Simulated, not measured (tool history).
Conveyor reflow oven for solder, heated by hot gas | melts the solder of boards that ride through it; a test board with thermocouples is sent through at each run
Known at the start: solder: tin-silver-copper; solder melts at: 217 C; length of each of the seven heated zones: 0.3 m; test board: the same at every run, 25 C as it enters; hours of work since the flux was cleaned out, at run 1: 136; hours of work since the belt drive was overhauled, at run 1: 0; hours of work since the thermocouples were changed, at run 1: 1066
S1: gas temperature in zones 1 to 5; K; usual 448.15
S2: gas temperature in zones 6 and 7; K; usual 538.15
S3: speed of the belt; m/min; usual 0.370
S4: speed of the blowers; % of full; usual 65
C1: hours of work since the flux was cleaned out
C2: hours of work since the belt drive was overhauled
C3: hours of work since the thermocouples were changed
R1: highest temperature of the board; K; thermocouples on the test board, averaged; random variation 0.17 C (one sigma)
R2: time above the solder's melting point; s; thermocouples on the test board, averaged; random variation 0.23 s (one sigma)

Run 1, hour 0.0: usual settings; C1 136; C2 0; C3 1066. Result: R1 516.35 K, R2 61.8 s.
Run 2, hour 39.5: usual settings; C1 163; C2 27; C3 1093. Result: R1 516.15 K, R2 61.6 s.
Run 3, hour 70.0: usual settings; C1 184; C2 48; C3 1114. Result: R1 516.05 K, R2 61.0 s.
At hour 87.7: thermocouples of zones 6 and 7 changed.
Run 4, hour 105.2: usual settings but S1 434.15 K; C1 207; C2 71; C3 12. Result: R1 514.25 K, R2 53.4 s.
Run 5, hour 145.9: usual settings but S1 434.15 K; C1 235; C2 99; C3 40. Result: R1 514.15 K, R2 52.7 s.
Run 6, hour 188.4: usual settings but S1 434.15 K; C1 264; C2 128; C3 69. Result: R1 513.95 K, R2 52.4 s.
Run 7, hour 216.3: usual settings but S1 434.15 K; C1 283; C2 147; C3 88. Result: R1 513.55 K, R2 52.0 s.
Run 8, hour 251.6: usual settings; C1 307; C2 171; C3 112. Result: R1 516.55 K, R2 62.0 s.
Run 9, hour 286.9: usual settings; C1 331; C2 195; C3 136. Result: R1 516.75 K, R2 61.6 s.
Run 10, hour 312.6: usual settings; C1 349; C2 213; C3 154. Result: R1 516.45 K, R2 61.6 s.
Run 11, hour 338.7: usual settings; C1 367; C2 231; C3 172. Result: R1 516.25 K, R2 61.3 s.
At hour 374.8: flux residue cleaned out of gas plates and filters.
Run 12, hour 384.0: usual settings but S1 449.15 K, S3 0.309 m/min, S4 53 % of full; C1 6; C2 258; C3 200. Result: R1 521.15 K, R2 83.7 s.
Run 13, hour 403.3: usual settings but S1 453.15 K, S2 539.15 K, S3 0.374 m/min, S4 86 % of full; C1 20; C2 271; C3 213. Result: R1 523.95 K, R2 73.8 s.
Run 14, hour 429.8: usual settings but S1 460.15 K, S2 526.15 K, S3 0.417 m/min, S4 68 % of full; C1 38; C2 290; C3 231. Result: R1 508.35 K, R2 49.5 s.
Run 15, hour 463.5: usual settings but S1 462.15 K, S2 542.15 K, S3 0.349 m/min, S4 57 % of full; C1 61; C2 313; C3 254. Result: R1 524.25 K, R2 83.3 s.
Run 16, hour 482.3: usual settings but S1 462.15 K, S2 532.15 K, S3 0.349 m/min, S4 57 % of full; C1 74; C2 326; C3 267. Result: R1 515.65 K, R2 74.0 s.
Run 17, hour 501.5: usual settings but S1 462.15 K, S2 532.15 K, S3 0.349 m/min, S4 57 % of full; C1 87; C2 339; C3 280. Result: R1 515.75 K, R2 74.0 s.

Forecast each of these 5 alternatives for the next run:
Run A, hour 526.8: usual settings but S1 462.15 K, S2 532.15 K, S3 0.416 m/min, S4 81 % of full; C1 104; C2 356; C3 297. Result: R1 ?, R2 ?.
Run B, hour 526.8: usual settings but S1 441.15 K; C1 104; C2 356; C3 297. Result: R1 ?, R2 ?.
Run C, hour 526.8: usual settings but S1 445.15 K, S3 0.342 m/min, S4 82 % of full; C1 104; C2 356; C3 297. Result: R1 ?, R2 ?.
Run D, hour 526.8: usual settings but S1 449.15 K, S2 532.15 K, S3 0.396 m/min, S4 57 % of full; C1 104; C2 356; C3 297. Result: R1 ?, R2 ?.
Run E, hour 526.8: usual settings but S1 462.15 K, S3 0.328 m/min, S4 60 % of full; C1 104; C2 356; C3 297. Result: R1 ?, R2 ?.

run      R1    R2
  A  515.35  61.6
  B  516.25  58.8
  C  523.05  76.4
  D  508.65  46.1
  E  522.95  88.6
Without the tool's hidden state the same runs would have given:
run      R1    R2
  A  516.65  62.8
  B  517.55  60.2
  C  524.35  77.4
  D  509.85  47.9
  E  524.05  89.2
